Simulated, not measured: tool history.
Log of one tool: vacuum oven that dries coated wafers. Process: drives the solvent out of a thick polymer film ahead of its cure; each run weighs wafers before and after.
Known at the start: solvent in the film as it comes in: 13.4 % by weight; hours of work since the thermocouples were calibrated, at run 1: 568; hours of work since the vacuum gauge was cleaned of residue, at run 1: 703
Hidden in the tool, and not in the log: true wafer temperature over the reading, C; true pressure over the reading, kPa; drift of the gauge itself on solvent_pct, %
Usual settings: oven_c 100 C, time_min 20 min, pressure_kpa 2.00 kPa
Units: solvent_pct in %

run    hour  oven_c  time_min  pressure_kpa  hours of work since the thermocouples were calibrated  hours of work since the vacuum gauge was cleaned of residue  solvent_pct
  1     0.0     100        20          2.00                                                    568                                                          703        2.187
  2    38.4     100        20          2.00                                                    593                                                          728        2.185
       84.4  -- oven's thermocouples calibrated
  3    99.3     100        20          5.97                                                     10                                                          767        3.372
  4   140.4     112        20          2.00                                                     37                                                          794        0.877
  5   181.3     100        20          2.00                                                     64                                                          821        2.155
  6   216.4     100        20          2.00                                                     87                                                          845        2.155
  7   272.3     100        20          2.00                                                    124                                                          881        2.157
  8   317.4     100        20          2.00                                                    154                                                          911        2.150
  9   364.8     100        20          1.29                                                    185                                                          943        1.930
 10   431.9     100        27          2.00                                                    230                                                          987        1.431
      461.5  -- oven's thermocouples calibrated, once more
 11   488.9     106        27          2.00                                                     18                                                         1023        1.024
 12   551.8     106        27          2.00                                                     60                                                         1065        1.027
 13   615.7     106        27          2.00                                                    102                                                         1107        1.033
 14   662.8     106        27          2.00                                                    133                                                         1138        1.022
 15   711.7     106        27          2.00                                                    165                                                         1170        1.017
      716.8  -- vacuum gauge cleaned of residue and calibrated
 16   743.0     106        27          2.00                                                    185                                                           17        0.954
 17   805.9     111        20          2.00                                                    226                                                           59        0.983
 18   847.4     111        20          2.00                                                    254                                                           86        0.995
 19   875.4     111        20          2.00                                                    272                                                          105        0.997
 20   926.3     111        20          2.00                                                    306                                                          138        0.992
 21   975.1     100        20          6.50                                                    338                                                          171        3.646
 22  1013.8     100        20          6.50                                                    364                                                          196        3.642
 23  1054.0     100        20          6.50                                                    390                                                          223        3.633
 24  1092.0     100        20          6.50                                                    415                                                          248        3.628
 25  1131.1      97        21          2.88                                                    441                                                          274        2.854
 26  1168.4      87        34          2.00                                                    466                                                          298        2.790
 27  1230.6      87        11          4.28                                                    507                                                          339        7.401
 28  1266.1      87        27          4.28                                                    530                                                          363        4.560
 29  1305.6      99        20          2.00                                                    556                                                          389        2.376
 30  1373.5      96        20          1.27                                                    601                                                          434        2.621
     1406.9  -- oven's thermocouples calibrated
 31  1407.5      85        24          2.78                                                      0                                                          455        4.673
 32  1451.6      96        31          3.04                                                     30                                                          484        2.064
 33  1494.0     101        16          2.00                                                     58                                                          512        2.748
 34  1543.9     110        20          3.72                                                     90                                                          545        1.461
 35  1571.9     103        31          3.28                                                    109                                                          563        1.374
 36  1637.1      88        29          3.28                                                    152                                                          607        3.633
 37  1697.8      85        18          2.00                                                    192                                                          647        5.320
 38  1765.8      85        18          2.00                                                    237                                                          692        5.320
 39  1806.1      91        20          2.00                                                    264                                                          718        3.745
 40  1850.3      91        20          2.00                                                    293                                                          747        3.746
 41  1916.1     100        19          2.61                                                    336                                                          791        2.524
 42  1972.1      98        25          5.08                                                    373                                                          828        2.912
 43  2025.6      95        25          4.13                                                    409                                                          863        3.074
 44  2070.0     110        16          3.24                                                    438                                                          892        1.755
 45  2120.1     107        26          1.42                                                    471                                                          925        0.749
 46  2172.5     107        26          1.42                                                    506                                                          960        0.757

5 ways to go on from here, each from the tool as it stands after run 46. What would each give?
  A  2221.7     115        33          2.88                                                    538                                                          993            ?
  B  2221.7     113        20          4.28                                                    538                                                          993            ?
  C  2221.7     105        18          3.46                                                    538                                                          993            ?
  D  2221.7     105        10          6.65                                                    538                                                          993            ?
  E  2221.7     101        20          3.48                                                    538                                                          993            ?

run  solvent_pct
  A        0.639
  B        1.303
  C        2.138
  D        4.669
  E        2.445
Without the tool's hidden state the same runs would have given:
run  solvent_pct
  A        0.627
  B        1.344
  C        2.230
  D        4.826
  E        2.544
